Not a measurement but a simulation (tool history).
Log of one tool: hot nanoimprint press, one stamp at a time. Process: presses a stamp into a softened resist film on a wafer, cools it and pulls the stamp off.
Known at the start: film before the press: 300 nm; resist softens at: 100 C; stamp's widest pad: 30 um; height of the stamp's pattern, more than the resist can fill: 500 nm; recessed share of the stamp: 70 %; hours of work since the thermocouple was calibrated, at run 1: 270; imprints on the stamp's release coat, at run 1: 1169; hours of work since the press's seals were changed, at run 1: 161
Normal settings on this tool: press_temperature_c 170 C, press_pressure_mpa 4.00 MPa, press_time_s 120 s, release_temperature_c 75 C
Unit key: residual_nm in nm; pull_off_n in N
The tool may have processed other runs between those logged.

| run | hour | press_temperature_c | press_pressure_mpa | press_time_s | release_temperature_c | hours of work since the thermocouple was calibrated | imprints on the stamp's release coat | hours of work since the press's seals were changed | residual_nm | pull_off_n |
|---|---|---|---|---|---|---|---|---|---|---|
| 1 | 0.0 | 170 | 4.00 | 120 | 75 | 270 | 1169 | 161 | 152.9 | 230 |
| 2 | 6.4 | 170 | 4.00 | 120 | 75 | 273 | 1189 | 164 | 152.3 | 234 |
| 3 | 14.4 | 170 | 4.00 | 120 | 74 | 277 | 1213 | 168 | 152.3 | 240 |
| 4 | 21.1 | 170 | 4.00 | 67 | 75 | 281 | 1234 | 172 | 182.6 | 235 |
| 5 | 26.5 | 170 | 4.00 | 67 | 75 | 284 | 1251 | 174 | 181.7 | 233 |
| 6 | 33.3 | 170 | 4.00 | 67 | 75 | 287 | 1272 | 178 | 182.3 | 236 |
| 7 | 44.7 | 170 | 4.00 | 67 | 75 | 293 | 1307 | 184 | 181.8 | 237 |
| 8 | 52.5 | 170 | 4.00 | 67 | 75 | 297 | 1331 | 187 | 181.4 | 234 |
| 9 | 58.3 | 170 | 4.00 | 67 | 75 | 300 | 1350 | 190 | 182.6 | 238 |
| 10 | 69.6 | 170 | 4.00 | 120 | 75 | 305 | 1385 | 196 | 152.4 | 238 |
| 11 | 80.3 | 170 | 4.00 | 120 | 75 | 311 | 1418 | 202 | 154.5 | 240 |
| 12 | 91.5 | 170 | 4.00 | 120 | 75 | 317 | 1453 | 207 | 153.9 | 243 |
| 13 | 103.1 | 170 | 4.00 | 120 | 83 | 323 | 1489 | 213 | 154.4 | 198 |
|  | 107.1 | plate thermocouple calibrated |
| 14 | 115.7 | 170 | 4.00 | 135 | 83 | 4 | 1519 | 218 | 150.8 | 195 |
| 15 | 121.4 | 170 | 4.00 | 135 | 83 | 7 | 1536 | 221 | 149.9 | 199 |
| 16 | 129.5 | 170 | 2.62 | 141 | 70 | 11 | 1561 | 225 | 181.8 | 275 |
| 17 | 139.5 | 170 | 2.62 | 141 | 70 | 16 | 1592 | 230 | 180.9 | 278 |
| 18 | 146.1 | 169 | 4.51 | 121 | 73 | 20 | 1613 | 233 | 151.4 | 257 |
| 19 | 152.7 | 182 | 4.51 | 78 | 62 | 23 | 1633 | 237 | 107.7 | 323 |
|  | 160.7 | plate thermocouple calibrated, once more |
| 20 | 163.3 | 180 | 3.69 | 120 | 75 | 1 | 1657 | 241 | 106.3 | 239 |
| 21 | 168.9 | 173 | 5.94 | 231 | 75 | 4 | 1674 | 244 | 83.9 | 239 |
| 22 | 174.0 | 170 | 4.00 | 120 | 68 | 7 | 1690 | 246 | 147.4 | 280 |
| 23 | 182.3 | 170 | 4.27 | 120 | 68 | 11 | 1716 | 250 | 142.5 | 282 |
| 24 | 187.1 | 170 | 5.06 | 120 | 74 | 13 | 1731 | 253 | 130.2 | 246 |
| 25 | 194.3 | 159 | 5.06 | 163 | 74 | 17 | 1753 | 256 | 185.9 | 248 |
| 26 | 201.5 | 159 | 5.06 | 221 | 73 | 21 | 1776 | 260 | 168.1 | 258 |
| 27 | 207.5 | 159 | 5.06 | 221 | 73 | 24 | 1794 | 263 | 169.0 | 256 |
| 28 | 212.3 | 181 | 5.06 | 140 | 66 | 26 | 1809 | 266 | 80.5 | 292 |
|  | 228.3 | stamp cleaned and given a new release coat |
| 29 | 228.4 | 181 | 5.06 | 140 | 66 | 31 | 0 | 271 | 81.1 | 248 |
| 30 | 236.2 | 179 | 4.00 | 120 | 73 | 35 | 25 | 275 | 104.9 | 215 |

Below, each run's measurement less what the same run would have read without the hidden state. Both values contain the same run-to-run variation, but the gauge's scatter may not be the same in both:
Hidden conditions of the tool in this case: true temperature over the reading, C; pressure that arrives at the usual setting, %; grip of the stamp's worn release coat, % over a new coat's; drift of the gauge itself on residual_nm, %; drift of the gauge itself on pull_off_n, %.
| run | residual_nm | pull_off_n |
|---|---|---|
| 1 | +5.5 | +28 |
| 2 | +5.5 | +29 |
| 3 | +5.6 | +30 |
| 4 | +6.1 | +30 |
| 5 | +6.1 | +30 |
| 6 | +6.3 | +31 |
| 7 | +6.4 | +32 |
| 8 | +6.4 | +32 |
| 9 | +6.6 | +33 |
| 10 | +6.4 | +34 |
| 11 | +6.5 | +35 |
| 12 | +6.7 | +36 |
| 13 | +6.8 | +31 |
| 14 | +8.4 | +32 |
| 15 | +8.3 | +34 |
| 16 | +8.7 | +44 |
| 17 | +8.9 | +45 |
| 18 | +9.0 | +43 |
| 19 | +6.2 | +52 |
| 20 | +0.5 | +34 |
| 21 | +0.8 | +34 |
| 22 | +0.7 | +40 |
| 23 | +0.9 | +41 |
| 24 | +1.1 | +36 |
| 25 | +1.4 | +37 |
| 26 | +1.5 | +39 |
| 27 | +1.6 | +39 |
| 28 | +1.0 | +45 |
| 29 | +1.1 | +0 |
| 30 | +1.2 | +1 |
